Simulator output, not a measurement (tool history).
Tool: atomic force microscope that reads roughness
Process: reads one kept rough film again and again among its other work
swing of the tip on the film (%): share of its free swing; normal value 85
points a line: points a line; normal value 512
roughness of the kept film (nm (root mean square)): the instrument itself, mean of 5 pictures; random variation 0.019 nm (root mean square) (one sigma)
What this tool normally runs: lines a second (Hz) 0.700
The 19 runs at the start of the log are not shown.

run,hour,lines a second (Hz),swing of the tip on the film (%),points a line,pictures with this tip,hours of work since the height scale was calibrated,roughness of the kept film (nm (root mean square))
# hour 965.2: new tip fitted
# hour 999.4: new tip fitted
# hour 1033.1: new tip fitted
20,1033.1,0.700,58,687,0,95,4.695
# hour 1068.1: new tip fitted
21,1096.1,0.700,58,687,62,141,3.392
# hour 1101.1: new tip fitted
# hour 1138.8: new tip fitted
# hour 1173.7: new tip fitted
22,1173.7,0.700,58,687,0,198,4.696
# hour 1209.9: new tip fitted
23,1227.2,0.700,58,687,38,237,3.839
# hour 1244.5: new tip fitted
# hour 1280.2: new tip fitted
24,1301.9,2.108,60,939,49,292,3.552
# hour 1314.8: new tip fitted
# hour 1349.5: new tip fitted
# hour 1380.8: new tip fitted
25,1382.7,2.108,60,939,4,351,4.457
# hour 1414.5: new tip fitted
26,1421.8,0.700,59,512,16,380,4.228
# hour 1450.0: new tip fitted
27,1474.1,3.039,81,693,53,418,3.032
# hour 1481.8: new tip fitted
# hour 1515.3: new tip fitted
28,1536.8,0.537,81,328,48,464,3.738
# hour 1549.7: new tip fitted
# hour 1584.9: new tip fitted
29,1615.1,0.537,81,328,67,521,3.371
# hour 1622.1: new tip fitted
# hour 1656.9: new tip fitted
30,1664.0,0.537,81,328,16,557,4.136
# hour 1688.2: new tip fitted
31,1714.1,0.537,81,328,57,594,3.504
# hour 1721.7: new tip fitted
# hour 1754.8: new tip fitted
32,1760.4,0.669,61,314,12,628,4.393

Run 33 is up next; what results do you expect?
# hour 1786.8: new tip fitted
# hour 1818.7: new tip fitted
33,1818.7,0.669,61,314,0,670,?

roughness of the kept film (nm (root mean square)): 4.653
Take away the tool's hidden state, keep the run-to-run variation as it was, and the same run would have given roughness of the kept film (nm (root mean square)) 4.699.

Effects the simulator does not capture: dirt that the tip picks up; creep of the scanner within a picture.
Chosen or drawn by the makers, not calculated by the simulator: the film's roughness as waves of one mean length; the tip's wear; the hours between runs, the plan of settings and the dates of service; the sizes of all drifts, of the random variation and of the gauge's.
